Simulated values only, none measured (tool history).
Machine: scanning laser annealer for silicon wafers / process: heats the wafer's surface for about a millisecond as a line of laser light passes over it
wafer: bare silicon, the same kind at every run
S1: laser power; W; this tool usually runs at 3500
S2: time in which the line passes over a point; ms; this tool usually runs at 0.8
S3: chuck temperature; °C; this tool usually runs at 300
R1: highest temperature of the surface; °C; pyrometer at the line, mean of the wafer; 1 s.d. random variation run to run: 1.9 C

run 1 hour=0 | S1=3500 S2=0.8 S3=300 | R1=1093
run 2 hour=5 | S1=3405 S2=0.8 S3=300 | R1=1070
run 3 hour=14.5 | S1=3119 S2=0.8 S3=300 | R1=1008
run 4 hour=24.1 | S1=3119 S2=0.8 S3=300 | R1=1007
run 5 hour=29.8 | S1=3191 S2=0.8 S3=300 | R1=1023
run 6 hour=39.3 | S1=3500 S2=0.8 S3=338 | R1=1127
run 7 hour=46.8 | S1=3500 S2=0.8 S3=338 | R1=1126
run 8 hour=54.1 | S1=3500 S2=0.8 S3=300 | R1=1086
run 9 hour=63 | S1=3500 S2=0.8 S3=300 | R1=1088
run 10 hour=68.4 | S1=3500 S2=0.8 S3=300 | R1=1086
run 11 hour=79.3 | S1=3500 S2=0.8 S3=300 | R1=1087
run 12 hour=87.9 | S1=3500 S2=0.848 S3=300 | R1=1110
run 13 hour=92.6 | S1=3500 S2=0.848 S3=300 | R1=1107
run 14 hour=101 | S1=3500 S2=0.848 S3=300 | R1=1114
run 15 hour=110.3 | S1=3500 S2=0.8 S3=300 | R1=1085
run 16 hour=120.5 | S1=3500 S2=0.8 S3=300 | R1=1087
run 17 hour=130.9 | S1=3126 S2=0.8 S3=300 | R1=1003
run 18 hour=141.9 | S1=3126 S2=0.8 S3=300 | R1=1002
run 19 hour=149.1 | S1=3126 S2=0.8 S3=300 | R1=1004
run 20 hour=154.5 | S1=3500 S2=0.916 S3=300 | R1=1142
run 21 hour=162.8 | S1=3500 S2=0.916 S3=300 | R1=1141
run 22 hour=167.9 | S1=3500 S2=0.916 S3=300 | R1=1142
run 23 hour=178.2 | S1=3500 S2=0.916 S3=300 | R1=1140
run 24 hour=184.9 | S1=3500 S2=0.916 S3=300 | R1=1139
run 25 hour=193.3 | S1=3742 S2=0.623 S3=318 | R1=1047
run 26 hour=198.2 | S1=3712 S2=0.759 S3=280 | R1=1086
run 27 hour=204.7 | S1=3712 S2=0.759 S3=280 | R1=1088
run 28 hour=215.8 | S1=3712 S2=0.759 S3=280 | R1=1089
run 29 hour=224 | S1=3139 S2=0.58 S3=292 | R1=886
run 30 hour=233.7 | S1=3633 S2=0.8 S3=310 | R1=1119
run 31 hour=238.9 | S1=3133 S2=0.842 S3=310 | R1=1033
run 32 hour=248 | S1=3133 S2=0.842 S3=310 | R1=1031
run 33 hour=253.7 | S1=3388 S2=0.972 S3=310 | R1=1150
run 34 hour=263.4 | S1=3388 S2=0.972 S3=310 | R1=1148
run 35 hour=269.2 | S1=3118 S2=0.972 S3=332 | R1=1104
run 36 hour=278.4 | S1=3118 S2=0.972 S3=332 | R1=1107
run 37 hour=287.5 | S1=3666 S2=0.842 S3=280 | R1=1116
run 38 hour=296.2 | S1=3617 S2=0.898 S3=293 | R1=1151
run 39 hour=302.8 | S1=3617 S2=0.898 S3=293 | R1=1149
run 40 hour=314.2 | S1=3825 S2=0.857 S3=332 | R1=1216

Alternative continuations, all from the tool just after run 40; predict every row:
run A hour=322.1 | S1=3678 S2=0.8 S3=260 | R1=?
run B hour=322.1 | S1=3563 S2=0.664 S3=318 | R1=?
run C hour=322.1 | S1=3813 S2=0.857 S3=332 | R1=?
run D hour=322.1 | S1=3825 S2=0.857 S3=261 | R1=?
run E hour=322.1 | S1=3429 S2=0.579 S3=288 | R1=?

run=A R1=1078
run=B R1=1034
run=C R1=1207
run=D R1=1140
run=E R1=929
Had the tool no hidden state, the same runs would have come out as:
run=A R1=1102
run=B R1=1054
run=C R1=1233
run=D R1=1166
run=E R1=948

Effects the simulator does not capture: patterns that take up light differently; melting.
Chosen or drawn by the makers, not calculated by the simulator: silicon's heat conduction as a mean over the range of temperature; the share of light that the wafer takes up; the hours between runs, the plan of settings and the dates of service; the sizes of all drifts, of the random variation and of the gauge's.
